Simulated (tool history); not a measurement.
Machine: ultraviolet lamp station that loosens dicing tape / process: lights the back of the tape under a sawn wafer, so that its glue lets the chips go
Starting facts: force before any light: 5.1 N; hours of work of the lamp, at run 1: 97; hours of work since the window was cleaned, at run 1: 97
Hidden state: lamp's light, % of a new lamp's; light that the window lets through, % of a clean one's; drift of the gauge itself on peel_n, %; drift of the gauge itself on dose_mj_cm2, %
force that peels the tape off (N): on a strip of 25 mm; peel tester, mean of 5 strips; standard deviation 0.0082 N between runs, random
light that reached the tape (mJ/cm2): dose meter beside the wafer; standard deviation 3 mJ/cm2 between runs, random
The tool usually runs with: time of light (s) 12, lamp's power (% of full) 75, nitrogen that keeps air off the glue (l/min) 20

run,hour,time of light (s),lamp's power (% of full),nitrogen that keeps air off the glue (l/min),hours of work of the lamp,hours of work since the window was cleaned,force that peels the tape off (N),light that reached the tape (mJ/cm2)
1,0,12,75,20,97,97,0.372,423
2,46.4,12,75,20,134,134,0.375,409
3,91,12,75,20,170,170,0.386,402
4,135.1,23,75,20,205,205,0.21,749
5,179.1,23,75,20,240,240,0.212,727
6,227.4,23,75,20,279,279,0.207,719
7,286.3,12,75,20,326,326,0.489,366
8,338.3,12,75,20,368,368,0.517,353
9,396.9,12,75,20,414,414,0.525,341
10,443.9,12,75,9,452,452,0.917,335
11,479.6,12,75,20,480,480,0.573,325
# hour 522.4: window cleaned of glue's vapour
12,543.2,21,64,25,531,17,0.242,537
13,578.4,21,64,25,559,45,0.245,541
14,610.5,9,62,20,585,70,1.036,218
15,656.6,11,76,6,621,107,1.222,319
16,711.4,12,65,15,665,151,0.857,290
17,767.9,7,87,21,710,196,1.05,214
18,835,7,87,21,764,250,1.162,210
19,887.9,7,87,21,806,292,1.184,199
20,952.8,12,75,28,858,344,0.57,288
21,997.3,22,68,28,894,379,0.278,457

Alternative continuations, all from the tool just after run 21; predict every row:
A,1043.2,18,71,28,930,416,?,?
B,1043.2,12,75,6,930,416,?,?
C,1043.2,8,68,10,930,416,?,?

run,force that peels the tape off (N),light that reached the tape (mJ/cm2)
A,0.362,378
B,1.489,264
C,2.082,162
Take away the tool's hidden state, keep each run's random variation, and the runs would have read:
run,force that peels the tape off (N),light that reached the tape (mJ/cm2)
A,0.213,645
B,0.703,452
C,1.145,275

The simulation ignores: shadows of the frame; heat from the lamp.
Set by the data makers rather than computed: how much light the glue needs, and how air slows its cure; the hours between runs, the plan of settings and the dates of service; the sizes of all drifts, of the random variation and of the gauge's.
